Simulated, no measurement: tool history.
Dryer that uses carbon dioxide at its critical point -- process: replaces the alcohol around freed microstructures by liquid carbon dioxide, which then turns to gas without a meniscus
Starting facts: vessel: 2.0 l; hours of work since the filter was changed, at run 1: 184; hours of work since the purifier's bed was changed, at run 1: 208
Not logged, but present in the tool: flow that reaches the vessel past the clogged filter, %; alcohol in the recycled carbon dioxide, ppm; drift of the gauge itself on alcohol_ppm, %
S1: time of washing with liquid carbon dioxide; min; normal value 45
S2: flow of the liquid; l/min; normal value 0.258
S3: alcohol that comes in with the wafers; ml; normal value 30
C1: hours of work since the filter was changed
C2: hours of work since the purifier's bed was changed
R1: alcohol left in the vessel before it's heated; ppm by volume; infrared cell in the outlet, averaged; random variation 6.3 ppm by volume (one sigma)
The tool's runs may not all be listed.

Run 1, hour 0: usual settings; C1 184; C2 208. Result: R1 387 ppm by volume.
Run 2, hour 5.6: usual settings; C1 187; C2 211. Result: R1 398 ppm by volume.
Run 3, hour 18.9: usual settings; C1 196; C2 220. Result: R1 415 ppm by volume.
Run 4, hour 30.9: usual settings; C1 203; C2 228. Result: R1 417 ppm by volume.
Run 5, hour 42.4: usual settings; C1 211; C2 235. Result: R1 421 ppm by volume.
Run 6, hour 49.6: usual settings but S3 48 ml; C1 215; C2 239. Result: R1 630 ppm by volume.
Run 7, hour 55.6: usual settings but S3 45 ml; C1 219; C2 243. Result: R1 609 ppm by volume.
Run 8, hour 61.5: usual settings; C1 223; C2 247. Result: R1 438 ppm by volume.
Run 9, hour 69.9: usual settings; C1 228; C2 252. Result: R1 438 ppm by volume.
Run 10, hour 77.9: usual settings; C1 233; C2 257. Result: R1 429 ppm by volume.
At hour 85.9: inlet filter changed.
Run 11, hour 86.7: usual settings but S2 0.314 l/min; C1 1; C2 262. Result: R1 188 ppm by volume.
Run 12, hour 97.6: usual settings; C1 7; C2 269. Result: R1 334 ppm by volume.
Run 13, hour 110.7: usual settings; C1 16; C2 278. Result: R1 342 ppm by volume.
Run 14, hour 120.6: usual settings; C1 22; C2 284. Result: R1 347 ppm by volume.
Run 15, hour 128.6: usual settings; C1 27; C2 289. Result: R1 360 ppm by volume.
Run 16, hour 136.3: usual settings but S1 31 min; C1 32; C2 294. Result: R1 1029 ppm by volume.
Run 17, hour 143.1: usual settings but S1 31 min; C1 36; C2 298. Result: R1 1028 ppm by volume.
Run 18, hour 156.1: usual settings but S1 31 min; C1 45; C2 307. Result: R1 1038 ppm by volume.
Run 19, hour 167.6: usual settings but S1 31 min; C1 52; C2 314. Result: R1 1046 ppm by volume.
Run 20, hour 175.9: usual settings but S1 31 min; C1 57; C2 319. Result: R1 1052 ppm by volume.
Run 21, hour 183.6: usual settings but S1 31 min; C1 62; C2 324. Result: R1 1028 ppm by volume.
Run 22, hour 192.1: usual settings but S1 38 min, S2 0.279 l/min, S3 57 ml; C1 68; C2 330. Result: R1 830 ppm by volume.
Run 23, hour 198.5: usual settings but S1 38 min, S2 0.287 l/min, S3 60 ml; C1 72; C2 334. Result: R1 818 ppm by volume.
Run 24, hour 208.5: usual settings but S1 35 min, S2 0.42 l/min, S3 60 ml; C1 78; C2 340. Result: R1 261 ppm by volume.
Run 25, hour 216.3: usual settings but S1 54 min, S2 0.42 l/min, S3 60 ml; C1 83; C2 345. Result: R1 128 ppm by volume.
Run 26, hour 225.5: usual settings but S1 36 min, S2 0.161 l/min, S3 115 ml; C1 89; C2 351. Result: R1 8553 ppm by volume.
Run 27, hour 233.2: usual settings but S1 36 min, S2 0.161 l/min, S3 115 ml; C1 94; C2 356. Result: R1 8411 ppm by volume.
Run 28, hour 241: usual settings but S1 35 min, S3 114 ml; C1 99; C2 361. Result: R1 2783 ppm by volume.
Run 29, hour 248.5: usual settings but S1 35 min, S3 114 ml; C1 104; C2 365. Result: R1 2820 ppm by volume.
Run 30, hour 261.4: usual settings but S1 35 min, S3 114 ml; C1 112; C2 374. Result: R1 2824 ppm by volume.
Run 31, hour 267.6: usual settings but S1 35 min, S3 114 ml; C1 116; C2 378. Result: R1 2893 ppm by volume.
Run 32, hour 280.9: usual settings but S1 52 min, S2 0.314 l/min, S3 114 ml; C1 124; C2 386. Result: R1 356 ppm by volume.
Run 33, hour 294.2: usual settings but S1 52 min, S2 0.314 l/min, S3 114 ml; C1 133; C2 395. Result: R1 343 ppm by volume.
Run 34, hour 307.2: usual settings but S1 28 min, S2 0.294 l/min, S3 33 ml; C1 141; C2 403. Result: R1 1160 ppm by volume.
Run 35, hour 320.4: usual settings but S1 34 min, S2 0.16 l/min, S3 116 ml; C1 149; C2 411. Result: R1 10139 ppm by volume.
Run 36, hour 332: usual settings but S1 34 min, S2 0.414 l/min, S3 107 ml; C1 157; C2 419. Result: R1 562 ppm by volume.
Run 37, hour 342.5: usual settings but S1 66 min, S2 0.239 l/min, S3 28 ml; C1 163; C2 425. Result: R1 209 ppm by volume.
Run 38, hour 348.8: usual settings but S1 66 min, S2 0.239 l/min, S3 28 ml; C1 167; C2 429. Result: R1 204 ppm by volume.
Run 39, hour 359.9: usual settings but S1 66 min, S2 0.239 l/min, S3 28 ml; C1 175; C2 436. Result: R1 213 ppm by volume.
Run 40, hour 372.8: usual settings but S1 30 min, S2 0.346 l/min, S3 70 ml; C1 183; C2 445. Result: R1 1217 ppm by volume.
Run 41, hour 385.2: usual settings but S1 35 min, S3 112 ml; C1 191; C2 452. Result: R1 2945 ppm by volume.

Describe how what the log doesn't record of the tool's condition differs between the last listed run preceding each entry between runs and the first listed run following it.
Runs 10 to 11: inlet filter changed (hour 85.9)
  flow that reaches the vessel past the clogged filter, %: 91.3 -> 99.3; alcohol in the recycled carbon dioxide, ppm: 83.9 -> 85.4
  measured minus no-state result, R1: +184 -> +82 ppm by volume

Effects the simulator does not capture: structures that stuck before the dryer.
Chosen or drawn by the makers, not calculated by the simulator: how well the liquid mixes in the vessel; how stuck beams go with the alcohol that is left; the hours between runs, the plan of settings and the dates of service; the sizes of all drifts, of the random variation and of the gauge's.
